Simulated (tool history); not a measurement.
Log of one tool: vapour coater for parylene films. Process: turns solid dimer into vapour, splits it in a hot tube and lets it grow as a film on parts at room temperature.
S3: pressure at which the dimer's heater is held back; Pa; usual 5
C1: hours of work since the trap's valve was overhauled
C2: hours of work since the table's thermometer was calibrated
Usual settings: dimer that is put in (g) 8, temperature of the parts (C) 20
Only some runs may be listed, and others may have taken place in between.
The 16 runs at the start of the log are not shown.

run 17 hour=809.5 | dimer_that_is_put_in_(g)=8 temperature_of_the_parts_(C)=19 S3=5 | C1=56 C2=1166 | thickness_of_the_film_(um)=2.279
run 18 hour=858.6 | dimer_that_is_put_in_(g)=8 temperature_of_the_parts_(C)=12 S3=5 | C1=79 C2=1190 | thickness_of_the_film_(um)=2.656
run 19 hour=924.3 | dimer_that_is_put_in_(g)=4 temperature_of_the_parts_(C)=27 S3=5 | C1=111 C2=1222 | thickness_of_the_film_(um)=0.969
run 20 hour=979.1 | dimer_that_is_put_in_(g)=8 temperature_of_the_parts_(C)=27 S3=2.11 | C1=138 C2=1249 | thickness_of_the_film_(um)=2.398
run 21 hour=1048.3 | dimer_that_is_put_in_(g)=12 temperature_of_the_parts_(C)=28 S3=3.63 | C1=172 C2=1283 | thickness_of_the_film_(um)=3.061
run 22 hour=1106 | dimer_that_is_put_in_(g)=6 temperature_of_the_parts_(C)=25 S3=5 | C1=200 C2=1311 | thickness_of_the_film_(um)=1.518
run 23 hour=1145.5 | dimer_that_is_put_in_(g)=6 temperature_of_the_parts_(C)=25 S3=5 | C1=219 C2=1330 | thickness_of_the_film_(um)=1.501
run 24 hour=1222.3 | dimer_that_is_put_in_(g)=6 temperature_of_the_parts_(C)=25 S3=5 | C1=257 C2=1367 | thickness_of_the_film_(um)=1.513
run 25 hour=1283.3 | dimer_that_is_put_in_(g)=11 temperature_of_the_parts_(C)=14 S3=2.71 | C1=286 C2=1397 | thickness_of_the_film_(um)=4.058
run 26 hour=1353.3 | dimer_that_is_put_in_(g)=11 temperature_of_the_parts_(C)=14 S3=2.71 | C1=320 C2=1431 | thickness_of_the_film_(um)=4.066
run 27 hour=1410.3 | dimer_that_is_put_in_(g)=8 temperature_of_the_parts_(C)=15 S3=5 | C1=348 C2=1459 | thickness_of_the_film_(um)=2.472
run 28 hour=1451.1 | dimer_that_is_put_in_(g)=8 temperature_of_the_parts_(C)=25 S3=4.55 | C1=368 C2=1479 | thickness_of_the_film_(um)=2.06
run 29 hour=1511 | dimer_that_is_put_in_(g)=8 temperature_of_the_parts_(C)=15 S3=5 | C1=397 C2=1508 | thickness_of_the_film_(um)=2.491
run 30 hour=1552.8 | dimer_that_is_put_in_(g)=8 temperature_of_the_parts_(C)=15 S3=5 | C1=418 C2=1528 | thickness_of_the_film_(um)=2.475
run 31 hour=1630.7 | dimer_that_is_put_in_(g)=8 temperature_of_the_parts_(C)=15 S3=5 | C1=456 C2=1566 | thickness_of_the_film_(um)=2.478
-- hour=1655.5 trap's valve overhauled
run 32 hour=1668.8 | dimer_that_is_put_in_(g)=4 temperature_of_the_parts_(C)=24 S3=5 | C1=6 C2=1583 | thickness_of_the_film_(um)=1.024
run 33 hour=1707.8 | dimer_that_is_put_in_(g)=4 temperature_of_the_parts_(C)=24 S3=5 | C1=26 C2=1602 | thickness_of_the_film_(um)=1.032
run 34 hour=1753.7 | dimer_that_is_put_in_(g)=5 temperature_of_the_parts_(C)=16 S3=5.59 | C1=48 C2=1624 | thickness_of_the_film_(um)=1.476
run 35 hour=1805.1 | dimer_that_is_put_in_(g)=5 temperature_of_the_parts_(C)=17 S3=8.35 | C1=73 C2=1649 | thickness_of_the_film_(um)=1.311

Each row is a separate what-if for the run after 35, all from the same tool condition, not one after another. Results?
run A hour=1845.2 | dimer_that_is_put_in_(g)=6 temperature_of_the_parts_(C)=30 S3=5.95 | C1=92 C2=1669 | thickness_of_the_film_(um)=?
run B hour=1845.2 | dimer_that_is_put_in_(g)=12 temperature_of_the_parts_(C)=13 S3=2.45 | C1=92 C2=1669 | thickness_of_the_film_(um)=?
run C hour=1845.2 | dimer_that_is_put_in_(g)=3 temperature_of_the_parts_(C)=20 S3=5 | C1=92 C2=1669 | thickness_of_the_film_(um)=?
run D hour=1845.2 | dimer_that_is_put_in_(g)=8 temperature_of_the_parts_(C)=20 S3=9.41 | C1=92 C2=1669 | thickness_of_the_film_(um)=?
run E hour=1845.2 | dimer_that_is_put_in_(g)=8 temperature_of_the_parts_(C)=20 S3=9.96 | C1=92 C2=1669 | thickness_of_the_film_(um)=?

run=A thickness_of_the_film_(um)=1.3
run=B thickness_of_the_film_(um)=4.645
run=C thickness_of_the_film_(um)=0.847
run=D thickness_of_the_film_(um)=1.912
run=E thickness_of_the_film_(um)=1.889
What these runs would have given with no unlogged condition in the tool:
run=A thickness_of_the_film_(um)=1.299
run=B thickness_of_the_film_(um)=4.643
run=C thickness_of_the_film_(um)=0.846
run=D thickness_of_the_film_(um)=1.911
run=E thickness_of_the_film_(um)=1.889
